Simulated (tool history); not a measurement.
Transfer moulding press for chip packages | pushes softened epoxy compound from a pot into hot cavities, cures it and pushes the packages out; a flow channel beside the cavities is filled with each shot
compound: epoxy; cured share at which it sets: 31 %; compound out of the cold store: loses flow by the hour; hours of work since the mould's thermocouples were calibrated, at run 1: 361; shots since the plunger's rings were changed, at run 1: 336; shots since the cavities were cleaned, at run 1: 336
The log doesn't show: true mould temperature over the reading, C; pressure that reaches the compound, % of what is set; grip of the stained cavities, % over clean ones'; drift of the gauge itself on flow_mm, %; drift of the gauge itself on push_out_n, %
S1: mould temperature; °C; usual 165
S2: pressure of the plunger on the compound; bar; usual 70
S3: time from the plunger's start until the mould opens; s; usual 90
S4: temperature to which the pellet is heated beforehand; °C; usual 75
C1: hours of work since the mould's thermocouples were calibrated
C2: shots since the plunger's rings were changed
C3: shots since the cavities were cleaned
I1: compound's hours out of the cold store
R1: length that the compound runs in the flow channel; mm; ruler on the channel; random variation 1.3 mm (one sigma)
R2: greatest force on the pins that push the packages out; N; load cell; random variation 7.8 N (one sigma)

run     day   S1    S2   S3  S4   C1    C2    C3    I1   R1   R2
  1       0  165    70   90  75  361   336   336   9.5  721  453
  2   0.212  165    70   90  75  365   410   410  45.5  626  436
  3   0.554  165    70   90  75  372   529   529  41.3  636  485
  4   0.888  165    70   90  75  378   644   644  13.8  706  488
  5   1.346  159    70   90  75  387   804   804  31.4  678  793
  6   1.754  159    70   90  75  395   948   948  19.4  709  858
  7   2.217  165    70   90  73  403  1108  1108    17  697  567
       2.35  -- cavities cleaned with cleaning compound and waxed
  8   2.604  165    70   90  75  409  1221    88  22.7  679  370
  9   2.975  165    70   90  75  417  1350   217  12.1  708  400
 10   3.196  165    70   90  75  421  1427   294    30  661  432
 11   3.604  165    70   90  75  428  1570   437    22  677  472
 12   4.012  165    70   90  75  436  1712   579  10.5  711  512
 13   4.338  165  52.4   90  75  442  1826   693    42  541  506
 14   4.767  165  52.4   90  75  450  1975   842  22.3  585  538
 15   5.258  165    70   90  84  460  2146  1013  37.5  632  541
      5.696  -- cavities cleaned with cleaning compound and waxed
 16   5.754  163  84.7   90  84  468  2297    20  19.1  756  382
 17   6.108  165  53.3   90  75  475  2421   144  18.8  598  408
 18     6.6  165  53.3   90  75  484  2592   315  44.6  536  451
 19   6.921  165  53.3   90  75  490  2704   427  19.1  594  480
 20   7.346  165  53.3   90  75  498  2852   575  24.3  581  485
 21   7.671  168    78   90  71  504  2965   688  20.1  702  467
 22   8.092  168    78   90  71  512  3112   835  12.4  724  492
 23   8.579  166    70   90  82  522  3281  1004    38  624  531
      9.008  -- cavities cleaned with cleaning compound and waxed
 24   9.104  171  55.6  106  75  530  3443    34  34.1  551  269
 25    9.35  171  55.6  106  75  535  3528   119  38.6  541  295
      9.583  -- plunger's sealing rings changed
 26   9.696  171  55.6  106  75  540    40   204   9.2  629  315
 27   9.962  165  57.6  121  72  545   132   296  27.4  608  353
 28  10.404  165  57.6  121  72  553   286   450  23.1  619  406

3 ways to go on from here, each from the tool as it stands after run 28. What would each give?
  A  10.912  163  53.9  121  72  563  464  628  40.8   ?   ?
  B  10.912  164  57.6   92  73  563  464  628  43.5   ?   ?
  C  10.912  159  71.7   76  75  563  464  628  24.7   ?   ?

run   R1    R2
  A  563   408
  B  573   484
  C  705  1154
Without the tool's hidden state the same runs would have given:
run   R1   R2
  A  566  257
  B  576  313
  C  709  756

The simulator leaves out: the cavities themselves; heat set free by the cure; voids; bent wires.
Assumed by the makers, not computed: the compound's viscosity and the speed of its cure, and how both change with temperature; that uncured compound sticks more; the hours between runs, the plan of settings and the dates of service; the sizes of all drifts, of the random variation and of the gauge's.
